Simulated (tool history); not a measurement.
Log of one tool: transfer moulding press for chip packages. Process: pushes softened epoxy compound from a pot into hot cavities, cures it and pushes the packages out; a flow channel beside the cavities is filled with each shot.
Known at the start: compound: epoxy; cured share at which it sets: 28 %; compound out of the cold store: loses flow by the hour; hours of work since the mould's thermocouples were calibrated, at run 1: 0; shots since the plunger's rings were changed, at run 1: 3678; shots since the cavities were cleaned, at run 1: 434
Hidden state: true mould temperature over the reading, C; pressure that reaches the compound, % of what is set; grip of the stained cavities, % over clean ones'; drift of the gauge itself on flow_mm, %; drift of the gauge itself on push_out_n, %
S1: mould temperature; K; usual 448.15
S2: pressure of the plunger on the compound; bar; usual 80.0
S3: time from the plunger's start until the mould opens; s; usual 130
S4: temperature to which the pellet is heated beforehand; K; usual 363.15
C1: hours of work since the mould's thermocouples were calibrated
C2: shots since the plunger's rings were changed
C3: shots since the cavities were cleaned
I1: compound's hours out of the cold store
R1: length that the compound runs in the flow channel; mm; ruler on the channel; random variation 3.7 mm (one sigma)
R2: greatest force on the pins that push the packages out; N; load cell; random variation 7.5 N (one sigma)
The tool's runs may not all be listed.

run,day,S1,S2,S3,S4,C1,C2,C3,I1,R1,R2
1,0.000,448.15,80.0,130,363.15,0,3678,434,20.7,967,331
2,0.612,448.15,92.3,130,363.15,11,3853,609,33.9,991,319
# day 1.054: cavities cleaned with cleaning compound and waxed
3,2.083,452.15,80.0,130,363.15,37,4255,294,40.9,883,261
4,3.162,448.15,80.0,130,363.15,57,4564,603,10.5,1002,324
# day 3.383: plunger's sealing rings changed
# day 3.671: cavities cleaned with cleaning compound and waxed
5,4.654,448.15,80.0,130,363.15,82,346,281,26.8,943,314
6,5.912,448.15,80.0,130,363.15,105,705,640,12.3,998,328
# day 6.183: cavities cleaned with cleaning compound and waxed
7,7.033,448.15,80.0,130,363.15,125,1008,244,8.8,1005,329
8,7.875,448.15,80.0,130,363.15,140,1248,484,12.0,998,327
# day 8.671: cavities cleaned with cleaning compound and waxed
9,8.775,448.15,80.0,130,363.15,156,1487,29,31.6,934,294
10,9.725,448.15,80.0,133,363.15,173,1759,301,14.7,985,307
11,10.350,448.15,80.0,133,363.15,185,1938,480,47.0,878,301
12,11.000,448.15,80.0,135,363.15,197,2123,665,11.7,1002,304
# day 11.188: cavities cleaned with cleaning compound and waxed
13,12.254,448.15,80.0,135,363.15,219,2464,306,24.6,955,303
14,13.067,440.15,65.9,130,363.15,234,2695,537,31.8,878,515
# day 13.683: cavities cleaned with cleaning compound and waxed
15,14.050,440.15,65.9,130,368.15,251,2959,106,41.6,848,485
16,15.458,449.15,80.0,161,360.15,277,3361,508,18.4,967,249
# day 16.162: cavities cleaned with cleaning compound and waxed
17,16.246,448.15,65.4,143,363.15,290,3569,25,36.6,822,269
18,17.267,448.15,99.8,130,363.15,309,3859,315,36.4,1021,308
19,17.896,456.15,99.8,130,361.15,321,4039,495,23.6,1037,239
# day 18.617: cavities cleaned with cleaning compound and waxed
20,19.346,454.15,80.0,130,359.15,346,4436,209,32.9,898,258
# day 19.958: plunger's sealing rings changed
# day 20.242: mould's thermocouples calibrated
21,20.779,446.15,80.0,157,359.15,10,210,565,8.7,1021,268
# day 21.292: cavities cleaned with cleaning compound and waxed
22,21.975,446.15,80.0,157,359.15,31,534,196,28.8,949,267
23,22.888,446.15,80.0,157,359.15,48,795,457,44.5,897,270
# day 23.767: cavities cleaned with cleaning compound and waxed
24,23.767,452.15,80.0,130,363.15,63,1028,0,8.0,1001,259
25,25.012,451.15,93.7,130,363.15,86,1384,356,13.4,1056,286

Forecast each of these 3 alternatives for the next run:
A,25.892,453.15,70.3,130,363.15,102,1635,607,37.2,?,?
B,25.892,448.15,71.6,132,363.15,102,1635,607,43.2,?,?
C,25.892,444.15,80.0,150,363.15,102,1635,607,32.6,?,?

run,R1,R2
A,839,261
B,851,284
C,946,310
Without the tool's hidden state the same runs would have given:
run,R1,R2
A,839,258
B,851,280
C,946,307
